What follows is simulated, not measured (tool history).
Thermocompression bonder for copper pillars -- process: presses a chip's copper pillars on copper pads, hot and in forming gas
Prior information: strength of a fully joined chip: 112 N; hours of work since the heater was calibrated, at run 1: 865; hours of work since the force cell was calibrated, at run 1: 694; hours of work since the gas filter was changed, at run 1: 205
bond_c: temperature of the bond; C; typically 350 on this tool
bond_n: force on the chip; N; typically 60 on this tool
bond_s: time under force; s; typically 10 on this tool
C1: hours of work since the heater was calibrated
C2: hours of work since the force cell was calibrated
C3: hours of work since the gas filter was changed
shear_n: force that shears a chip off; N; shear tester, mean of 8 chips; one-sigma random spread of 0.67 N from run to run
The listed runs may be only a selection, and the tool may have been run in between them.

run 1 hour=0 | bond_c=350 bond_n=60 bond_s=10 | C1=865 C2=694 C3=205 | shear_n=57.2
run 2 hour=27 | bond_c=350 bond_n=60 bond_s=10 | C1=885 C2=715 C3=226 | shear_n=56
run 3 hour=48.2 | bond_c=350 bond_n=60 bond_s=10 | C1=902 C2=731 C3=242 | shear_n=56.4
run 4 hour=71.7 | bond_c=350 bond_n=60 bond_s=10 | C1=919 C2=749 C3=260 | shear_n=55.2
-- hour=81.3 forming gas filter changed
run 5 hour=94 | bond_c=350 bond_n=60 bond_s=10 | C1=936 C2=765 C3=10 | shear_n=59.9
run 6 hour=112.3 | bond_c=350 bond_n=60 bond_s=10 | C1=950 C2=779 C3=24 | shear_n=59.7
run 7 hour=135 | bond_c=350 bond_n=60 bond_s=10 | C1=967 C2=796 C3=41 | shear_n=59.3
run 8 hour=151.8 | bond_c=350 bond_n=75 bond_s=10 | C1=980 C2=809 C3=53 | shear_n=67.1
run 9 hour=172 | bond_c=350 bond_n=75 bond_s=10 | C1=995 C2=824 C3=69 | shear_n=66.8
run 10 hour=192.3 | bond_c=374 bond_n=60 bond_s=10 | C1=1010 C2=840 C3=84 | shear_n=73.1
run 11 hour=220.1 | bond_c=350 bond_n=60 bond_s=7 | C1=1031 C2=861 C3=105 | shear_n=51.7
run 12 hour=238.7 | bond_c=350 bond_n=60 bond_s=10 | C1=1046 C2=875 C3=119 | shear_n=58.1
run 13 hour=256.4 | bond_c=360 bond_n=60 bond_s=10 | C1=1059 C2=888 C3=133 | shear_n=63.7
run 14 hour=282.1 | bond_c=360 bond_n=60 bond_s=10 | C1=1078 C2=908 C3=152 | shear_n=62.8
run 15 hour=298.1 | bond_c=339 bond_n=60 bond_s=10 | C1=1091 C2=920 C3=164 | shear_n=51.4
run 16 hour=324.6 | bond_c=336 bond_n=60 bond_s=10 | C1=1111 C2=940 C3=184 | shear_n=48.6
run 17 hour=336.8 | bond_c=336 bond_n=60 bond_s=10 | C1=1120 C2=949 C3=194 | shear_n=49.9
run 18 hour=350.7 | bond_c=336 bond_n=60 bond_s=10 | C1=1130 C2=960 C3=204 | shear_n=49.2
run 19 hour=368.1 | bond_c=350 bond_n=60 bond_s=10 | C1=1144 C2=973 C3=217 | shear_n=56.3
run 20 hour=383.1 | bond_c=350 bond_n=60 bond_s=10 | C1=1155 C2=984 C3=229 | shear_n=56.8
run 21 hour=410.2 | bond_c=350 bond_n=42 bond_s=6 | C1=1175 C2=1005 C3=249 | shear_n=38.1
run 22 hour=428.8 | bond_c=350 bond_n=42 bond_s=6 | C1=1190 C2=1019 C3=263 | shear_n=38
-- hour=433.3 forming gas filter changed
run 23 hour=457.2 | bond_c=331 bond_n=37 bond_s=21 | C1=1211 C2=1040 C3=18 | shear_n=49.1
run 24 hour=474.2 | bond_c=360 bond_n=40 bond_s=6 | C1=1224 C2=1053 C3=31 | shear_n=45.3
run 25 hour=491 | bond_c=350 bond_n=37 bond_s=10 | C1=1236 C2=1066 C3=44 | shear_n=46.9
run 26 hour=502.4 | bond_c=350 bond_n=37 bond_s=10 | C1=1245 C2=1074 C3=52 | shear_n=46.3
run 27 hour=522.4 | bond_c=350 bond_n=37 bond_s=10 | C1=1260 C2=1090 C3=68 | shear_n=45.1
run 28 hour=541.2 | bond_c=338 bond_n=82 bond_s=21 | C1=1274 C2=1104 C3=82 | shear_n=77.1
run 29 hour=568.7 | bond_c=350 bond_n=89 bond_s=27 | C1=1295 C2=1125 C3=103 | shear_n=88.2
run 30 hour=592.5 | bond_c=351 bond_n=50 bond_s=11 | C1=1313 C2=1143 C3=121 | shear_n=56.9
run 31 hour=615 | bond_c=342 bond_n=66 bond_s=10 | C1=1330 C2=1160 C3=138 | shear_n=57.6
run 32 hour=626.8 | bond_c=347 bond_n=59 bond_s=5 | C1=1339 C2=1169 C3=147 | shear_n=44.7
run 33 hour=649.6 | bond_c=370 bond_n=83 bond_s=10 | C1=1357 C2=1186 C3=164 | shear_n=78.9
run 34 hour=667.7 | bond_c=369 bond_n=83 bond_s=6 | C1=1370 C2=1200 C3=178 | shear_n=69.2
run 35 hour=679.7 | bond_c=369 bond_n=83 bond_s=6 | C1=1379 C2=1209 C3=187 | shear_n=68.4
run 36 hour=692.7 | bond_c=350 bond_n=40 bond_s=12 | C1=1389 C2=1219 C3=197 | shear_n=49.7
run 37 hour=707.4 | bond_c=350 bond_n=69 bond_s=11 | C1=1400 C2=1230 C3=208 | shear_n=63.4
run 38 hour=724.2 | bond_c=350 bond_n=69 bond_s=11 | C1=1413 C2=1242 C3=220 | shear_n=62.5
run 39 hour=746.3 | bond_c=341 bond_n=51 bond_s=16 | C1=1430 C2=1259 C3=237 | shear_n=56.2

Some steps in shear_n, run to run, broken into two amounts with sign: the step expected even without the hidden condition (settings, incoming material, random variation), and the rest, left for the hidden condition together with whatever gauge scatter is not in both the measured and the hidden-condition-free result:
Hidden state present: true temperature of the bond over the reading, C; force that reaches the chip, % of what is set; oxide that the forming gas leaves, % of the face; drift of the gauge itself on shear_n, %.
Run 4 -> 5: forming gas filter changed. shear_n +4.7 N: hidden state +4.2, all else +0.5.
Run 22 -> 23: bond_c 350 -> 331, bond_n 42 -> 37, bond_s 6 -> 21, forming gas filter changed. shear_n +11.1 N: hidden state +3.4, all else +7.7.
Run 27 -> 28: bond_c 350 -> 338, bond_n 37 -> 82, bond_s 10 -> 21. shear_n +32 N: hidden state -0.2, all else +32.2.
Run 29 -> 30: bond_c 350 -> 351, bond_n 89 -> 50, bond_s 27 -> 11. shear_n -31.3 N: hidden state +1.2, all else -32.5.
Run 32 -> 33: bond_c 347 -> 370, bond_n 59 -> 83, bond_s 5 -> 10. shear_n +34.2 N: hidden state -1.8, all else +36.
